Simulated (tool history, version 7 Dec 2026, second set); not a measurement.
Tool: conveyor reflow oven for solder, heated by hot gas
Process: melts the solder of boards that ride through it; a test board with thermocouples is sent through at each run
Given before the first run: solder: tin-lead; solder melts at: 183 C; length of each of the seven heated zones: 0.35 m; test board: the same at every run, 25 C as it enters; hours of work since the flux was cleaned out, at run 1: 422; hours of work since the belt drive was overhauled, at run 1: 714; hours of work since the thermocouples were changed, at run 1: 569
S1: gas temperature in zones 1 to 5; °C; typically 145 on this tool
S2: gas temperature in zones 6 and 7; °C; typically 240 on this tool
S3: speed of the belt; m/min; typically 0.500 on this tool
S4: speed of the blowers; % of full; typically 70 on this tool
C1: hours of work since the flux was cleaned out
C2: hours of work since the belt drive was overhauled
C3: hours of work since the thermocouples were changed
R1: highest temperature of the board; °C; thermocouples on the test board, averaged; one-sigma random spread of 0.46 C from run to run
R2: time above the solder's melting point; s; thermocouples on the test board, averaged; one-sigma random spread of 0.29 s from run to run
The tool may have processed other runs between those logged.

run	hour	S1	S2	S3	S4	C1	C2	C3	R1	R2
1	0.0	145	240	0.500	70	422	714	569	225.0	73.6
2	22.4	145	240	0.500	70	434	726	581	225.2	73.5
3	37.0	145	240	0.500	70	443	734	589	225.4	73.3
4	67.7	131	240	0.500	70	460	752	606	224.2	66.7
5	96.1	145	240	0.500	70	476	767	622	225.4	74.2
# hour 115.1: flux residue cleaned out of gas plates and filters
6	133.4	145	240	0.500	55	10	786	640	224.1	72.6
7	163.2	145	240	0.500	55	27	802	657	223.6	73.0
8	196.4	145	240	0.500	55	46	821	676	224.3	72.9
9	213.8	145	240	0.500	55	55	831	685	224.3	72.7
10	247.0	145	240	0.500	55	74	849	704	225.7	72.5
11	261.1	145	240	0.500	57	82	857	712	224.3	73.6
12	285.7	145	240	0.500	70	96	871	726	227.0	74.4
13	303.6	145	240	0.500	70	106	881	736	226.4	74.3
14	320.6	145	240	0.500	70	115	890	745	227.5	74.8
15	335.8	145	240	0.500	70	124	899	754	227.1	74.6
16	365.5	145	240	0.500	70	140	916	770	227.1	74.9
17	385.4	145	240	0.500	70	151	927	782	226.1	74.9
18	409.1	145	240	0.500	70	165	940	795	226.2	74.6
19	436.5	145	250	0.403	87	180	955	810	243.5	102.4
20	470.7	145	250	0.403	87	199	974	829	242.7	103.2
21	503.2	152	246	0.538	62	217	993	848	229.4	73.5
22	533.7	152	246	0.538	62	234	1010	865	229.6	73.3
23	560.5	152	232	0.538	72	249	1025	880	218.2	67.2
24	577.9	150	232	0.548	72	259	1034	889	218.1	64.2
25	600.0	136	236	0.465	64	271	1047	902	222.8	73.8
26	620.7	136	236	0.465	64	283	1058	913	221.4	73.7
27	641.8	132	240	0.500	63	295	1070	925	222.9	67.6
28	672.8	132	240	0.500	63	312	1088	943	223.1	67.1
29	699.2	145	228	0.500	70	327	1102	957	214.5	66.8
30	725.8	145	228	0.500	70	342	1117	972	214.9	66.3
31	753.3	145	240	0.535	70	357	1133	988	224.5	67.9

4 options for the next run, each taken on its own from the tool as it stands now. Forecast them:
A	783.4	145	240	0.558	70	374	1150	1004	?	?
B	783.4	133	229	0.478	70	374	1150	1004	?	?
C	783.4	152	250	0.500	70	374	1150	1004	?	?
D	783.4	146	238	0.500	72	374	1150	1004	?	?

run	R1	R2
A	222.4	64.5
B	215.1	65.2
C	235.3	83.3
D	224.6	74.0
Stripped of hidden state, with their random variation kept, the same runs would have yielded:
run	R1	R2
A	224.9	64.5
B	217.5	65.9
C	237.7	82.1
D	226.9	73.7
